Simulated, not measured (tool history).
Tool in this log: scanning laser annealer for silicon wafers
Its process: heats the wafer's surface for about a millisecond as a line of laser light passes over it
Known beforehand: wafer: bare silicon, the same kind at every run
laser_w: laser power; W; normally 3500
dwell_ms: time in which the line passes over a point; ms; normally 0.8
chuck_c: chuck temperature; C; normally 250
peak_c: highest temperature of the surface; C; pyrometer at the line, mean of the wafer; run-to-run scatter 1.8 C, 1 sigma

run	hour	laser_w	dwell_ms	chuck_c	peak_c
1	0	3500	0.8	250	1044
2	77.2	3500	0.8	250	1044
3	138.2	3500	0.8	250	1047
4	202.6	3500	0.8	250	1043
5	267.1	3500	0.8	250	1048
6	311	3500	0.8	250	1045
7	355.1	3772	0.8	250	1100
8	421.6	3772	0.8	250	1104
9	494.4	3407	0.8	250	1023
10	544.1	3407	0.8	250	1026
11	592	3734	0.8	260	1106
12	654	3500	0.583	234	907
13	690.4	3500	0.583	234	906
14	730.1	3350	0.8	250	1012
# hour 741.9: window over the wafer cleaned
15	778.3	3796	0.691	236	1032
16	849	3522	0.567	236	903
17	928.3	3330	0.799	284	1043

Predict each of these 3 candidate next runs independently; none follows another, all start after run 17:
A	978.7	3811	0.824	286	?
B	978.7	3121	0.738	284	?
C	978.7	3018	0.799	267	?

run	peak_c
A	1163
B	965
C	958
Take away the tool's hidden state, keep each run's random variation, and the runs would have read:
run	peak_c
A	1163
B	965
C	958
